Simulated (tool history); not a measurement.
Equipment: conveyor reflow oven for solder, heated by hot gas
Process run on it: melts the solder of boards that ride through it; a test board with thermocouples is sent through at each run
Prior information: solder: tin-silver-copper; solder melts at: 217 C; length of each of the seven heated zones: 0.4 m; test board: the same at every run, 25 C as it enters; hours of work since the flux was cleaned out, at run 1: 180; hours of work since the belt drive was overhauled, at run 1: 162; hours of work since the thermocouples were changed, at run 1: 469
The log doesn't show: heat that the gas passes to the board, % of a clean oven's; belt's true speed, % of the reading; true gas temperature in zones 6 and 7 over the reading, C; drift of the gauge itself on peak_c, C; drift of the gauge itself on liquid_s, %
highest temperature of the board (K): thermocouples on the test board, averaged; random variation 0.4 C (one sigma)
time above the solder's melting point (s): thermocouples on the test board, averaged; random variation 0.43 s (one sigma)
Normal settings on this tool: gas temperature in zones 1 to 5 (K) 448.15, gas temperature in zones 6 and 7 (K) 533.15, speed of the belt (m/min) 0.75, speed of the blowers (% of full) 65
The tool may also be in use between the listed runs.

run     day  gas temperature in zones 1 to 5 (K)  gas temperature in zones 6 and 7 (K)  speed of the belt (m/min)  speed of the blowers (% of full)  hours of work since the flux was cleaned out  hours of work since the belt drive was overhauled  hours of work since the thermocouples were changed  highest temperature of the board (K)  time above the solder's melting point (s)
  1       0                               448.15                                533.15                       0.75                                65                                           180                                                162                                                 469                                513.45                                       38.6
  2   0.529                               448.15                                533.15                      0.816                                65                                           189                                                171                                                 477                                509.95                                       32.5
  3   1.371                               448.15                                533.15                      0.816                                65                                           201                                                184                                                 490                                509.75                                       31.1
  4   1.846                               448.15                                533.15                      0.816                                65                                           209                                                191                                                 497                                510.55                                       31.4
      2.662  -- thermocouples of zones 6 and 7 changed
  5   2.754                               448.15                                533.15                       0.75                                84                                           221                                                204                                                   1                                517.25                                       43.3
  6   3.683                               441.15                                533.15                       0.75                                84                                           236                                                218                                                  16                                515.25                                       39.6
  7   4.554                               441.15                                533.15                       0.75                                84                                           249                                                231                                                  29                                516.35                                       39.2
  8   5.533                               448.15                                533.15                       0.75                                65                                           264                                                246                                                  44                                513.55                                       37.9
  9   6.238                               448.15                                533.15                       0.75                                65                                           275                                                257                                                  55                                513.15                                       37.9
 10   7.279                               448.15                                533.15                       0.75                                65                                           291                                                273                                                  71                                513.55                                       37.9
 11   8.229                               448.15                                533.15                       0.75                                56                                           306                                                288                                                  86                                510.85                                       33.7
 12   9.304                               448.15                                533.15                       0.75                                65                                           322                                                304                                                 102                                512.55                                       37.5
 13    9.85                               448.15                                533.15                       0.75                                65                                           331                                                313                                                 111                                512.15                                       36.5
 14  10.383                               448.15                                533.15                       0.75                                65                                           339                                                321                                                 119                                513.15                                       37.4
     10.633  -- belt drive overhauled, speed set with a stopwatch
 15  11.346                               446.15                                533.15                       0.75                                65                                           351                                                 11                                                 131                                511.75                                         37
 16  12.146                               446.15                                533.15                       0.75                                65                                           364                                                 23                                                 143                                511.45                                       35.8
 17    13.2                               444.15                                533.15                       0.75                                72                                           380                                                 40                                                 160                                512.85                                       37.1
 18  13.792                               444.15                                533.15                       0.75                                72                                           389                                                 49                                                 169                                512.35                                       36.6
     14.021  -- belt drive overhauled, speed set with a stopwatch, once more
     14.421  -- flux residue cleaned out of gas plates and filters
 19  14.917                               448.15                                542.15                      0.635                                68                                             8                                                 11                                                 180                                528.45                                       58.9
 20  15.962                               439.15                                545.15                      0.771                                71                                            24                                                 27                                                 196                                523.25                                       42.7
 21  16.946                               446.15                                547.15                       0.75                                67                                            39                                                 42                                                 212                                525.95                                         48
 22   17.85                               459.15                                539.15                       0.75                                67                                            53                                                 56                                                 225                                521.75                                       48.5
 23  18.738                               452.15                                537.15                       0.64                                69                                            66                                                 69                                                 239                                523.95                                       57.2
 24    19.3                               452.15                                537.15                       0.64                                69                                            75                                                 78                                                 248                                523.75                                       56.7
 25  19.792                               452.15                                537.15                       0.64                                69                                            83                                                 86                                                 255                                523.65                                       57.6

What does the tool deliver on the next run?
 26  20.796                               448.15                                533.15                      0.804                                65                                            98                                                101                                                 271                                     ?                                          ?

Run 26 measured highest temperature of the board (K) 511.65, time above the solder's melting point (s) 33.7.
Without the tool's hidden state the same run would have given highest temperature of the board (K) 513.05, time above the solder's melting point (s) 35.1.
